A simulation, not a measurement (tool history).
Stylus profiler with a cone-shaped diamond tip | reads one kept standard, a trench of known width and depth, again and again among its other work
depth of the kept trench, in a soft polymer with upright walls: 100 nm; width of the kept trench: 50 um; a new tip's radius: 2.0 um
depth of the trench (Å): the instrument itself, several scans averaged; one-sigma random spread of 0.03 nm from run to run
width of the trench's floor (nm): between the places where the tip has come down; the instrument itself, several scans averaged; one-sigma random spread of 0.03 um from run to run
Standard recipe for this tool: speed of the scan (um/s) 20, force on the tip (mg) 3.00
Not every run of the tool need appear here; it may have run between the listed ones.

run	hour	speed of the scan (um/s)	force on the tip (mg)	depth of the trench (Å)	width of the trench's floor (nm)
1	0.0	20	3.00	1017.4	48490
2	17.6	20	3.00	1018.4	48560
3	30.4	20	3.00	1018.1	48530
4	45.5	56	3.00	1017.9	48310
5	57.0	20	3.00	1018.2	48510
6	72.2	20	3.00	1018.7	48540
7	81.3	20	1.96	1014.4	48520
8	95.8	20	1.96	1014.0	48490
9	107.4	20	1.96	1014.0	48510
10	118.8	20	1.96	1013.8	48470
11	130.1	20	1.96	1014.2	48480
12	142.4	10	3.00	1018.4	48560
13	160.0	10	3.00	1018.6	48550
14	174.4	10	3.00	1018.0	48570
15	181.8	10	3.00	1018.1	48600
16	189.2	10	3.00	1018.5	48630
17	206.1	33	3.00	1018.4	48390
18	220.9	33	3.00	1018.3	48430
19	235.2	33	3.00	1018.6	48420
20	248.5	33	3.00	1018.9	48490
21	257.3	33	3.00	1018.8	48450
22	267.5	20	4.38	1023.5	48540
23	283.3	20	4.38	1023.8	48510
24	299.1	20	3.00	1018.5	48470
# hour 300.9: height scale calibrated on a step standard
25	311.6	8	1.51	1012.9	48600
26	320.7	8	1.51	1013.6	48530
27	331.9	20	1.47	1012.5	48420
# hour 342.1: height scale calibrated on a step standard, once more
28	342.1	16	1.56	1011.8	48390
29	353.9	11	3.74	1020.5	48450
30	362.7	11	3.74	1021.2	48510
31	378.5	11	3.74	1020.8	48450
32	393.4	14	3.03	1018.3	48500
33	402.7	8	1.99	1013.9	48460
34	418.7	74	4.74	1023.9	48240
35	426.2	20	2.75	1017.0	48490
36	442.6	20	2.75	1016.7	48430
37	456.0	24	6.01	1028.5	48410
38	465.9	24	6.01	1028.6	48450
39	478.7	30	6.87	1030.9	48380
40	489.5	20	1.27	1010.9	48420
41	498.0	46	1.09	1010.1	48100
42	509.3	12	4.39	1023.1	48530
43	517.0	62	5.73	1027.7	48260
44	526.0	11	2.39	1016.0	48440
45	533.6	74	2.89	1018.2	48020
46	549.0	10	1.69	1012.1	48430
47	558.0	10	3.65	1021.2	48400

Forecast each of these 3 alternatives for the next run:
A	569.1	18	5.36	?	?
B	569.1	6	1.32	?	?
C	569.1	36	3.00	?	?

run	depth of the trench (Å)	width of the trench's floor (nm)
A	1026.4	48400
B	1010.9	48460
C	1018.5	48290
With no hidden state in the tool, these same runs would have given:
run	depth of the trench (Å)	width of the trench's floor (nm)
A	1025.3	48650
B	1009.8	48710
C	1017.4	48540
